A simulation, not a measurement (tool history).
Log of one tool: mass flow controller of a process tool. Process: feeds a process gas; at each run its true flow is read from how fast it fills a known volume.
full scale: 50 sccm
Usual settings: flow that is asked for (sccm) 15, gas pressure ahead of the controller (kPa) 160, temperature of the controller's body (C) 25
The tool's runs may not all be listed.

run	hour	flow that is asked for (sccm)	gas pressure ahead of the controller (kPa)	temperature of the controller's body (C)	true flow (%)
1	0.0	15	160	25	96.69
2	60.2	15	160	25	96.76
3	145.9	15	160	25	96.85
4	236.5	15	160	23	96.93
5	325.5	15	160	23	96.74
6	398.9	15	160	32	96.41
7	481.7	20	160	32	96.84
8	579.5	20	160	32	96.80
9	661.1	20	160	32	96.73
10	755.1	15	160	25	96.53
11	865.0	15	160	25	96.57
12	914.9	30	155	20	97.98
13	1017.3	30	155	20	97.91
14	1095.7	5	189	35	93.31
15	1169.1	5	189	35	93.29
16	1263.3	10	197	25	95.94
17	1353.8	25	151	27	97.14
18	1464.5	19	153	30	96.58
19	1541.0	6	160	29	93.89
20	1630.1	6	160	29	93.79
21	1689.7	41	160	32	97.96

Measured less the same run without the tool's hidden state. The same run-to-run variation is in both; the gauge's scatter may not be:
The hidden state here: flow at rest that the sensor doesn't see, % of full scale; true flow over the shown one, %; drift of the gauge itself on true_pct, %.
run	true flow (%)
1	-1.45
2	-1.47
3	-1.50
4	-1.53
5	-1.55
6	-1.57
7	-1.33
8	-1.36
9	-1.38
10	-1.69
11	-1.72
12	-1.16
13	-1.18
14	-4.18
15	-4.23
16	-2.47
17	-1.37
18	-1.64
19	-3.86
20	-3.92
21	-1.14
